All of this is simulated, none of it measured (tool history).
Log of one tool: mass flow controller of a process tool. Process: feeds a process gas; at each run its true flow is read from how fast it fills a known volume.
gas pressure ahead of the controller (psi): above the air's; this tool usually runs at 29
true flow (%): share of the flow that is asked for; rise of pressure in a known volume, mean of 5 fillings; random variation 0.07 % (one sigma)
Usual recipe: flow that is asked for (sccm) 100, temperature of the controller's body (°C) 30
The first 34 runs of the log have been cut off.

run    hour  flow that is asked for (sccm)  gas pressure ahead of the controller (psi)  temperature of the controller's body (°C)  hours of work since the controller was set to zero  hours of work since the controller was changed  true flow (%)
 35    2058                            137                                        37.1                                         29                                                3538                                            3538          98.54
 36  2118.9                            157                                        32.9                                         29                                                3580                                            3580          98.65
 37  2161.6                            157                                        32.9                                         29                                                3610                                            3610          98.64
 38  2244.9                            173                                        32.9                                         29                                                3667                                            3667           98.6
 39  2326.3                             23                                        32.9                                         29                                                3724                                            3724          97.01
 40  2377.9                             23                                        32.9                                         29                                                3760                                            3760          96.83
 41  2461.5                            100                                        33.9                                         30                                                3818                                            3818          97.41
 42  2531.5                             34                                        39.6                                         33                                                3866                                            3866          96.11
 43  2587.3                            100                                        22.2                                         35                                                3905                                            3905          97.06
 44    2669                            100                                        22.2                                         35                                                3962                                            3962          96.91
 45  2737.9                             23                                          29                                         25                                                4010                                            4010           96.8
 46  2810.4                             23                                          29                                         25                                                4060                                            4060          96.55
 47  2877.4                             23                                        32.2                                         30                                                4107                                            4107          95.86
 48  2911.7                             22                                        29.3                                         23                                                4130                                            4130          96.74

Consider 3 possible next runs. They are alternatives, not a sequence: every one starts from the tool as it was left by run 48. What does each give?
  A  2978.5                            162                                        24.8                                         22                                                4177                                            4177              ?
  B  2978.5                             22                                        20.5                                         23                                                4177                                            4177              ?
  C  2978.5                             44                                          37                                         23                                                4177                                            4177              ?

run  true flow (%)
  A          98.16
  B          96.87
  C          96.46
Without the tool's hidden state the same runs would have given:
run  true flow (%)
  A         100.13
  B          98.83
  C           98.4
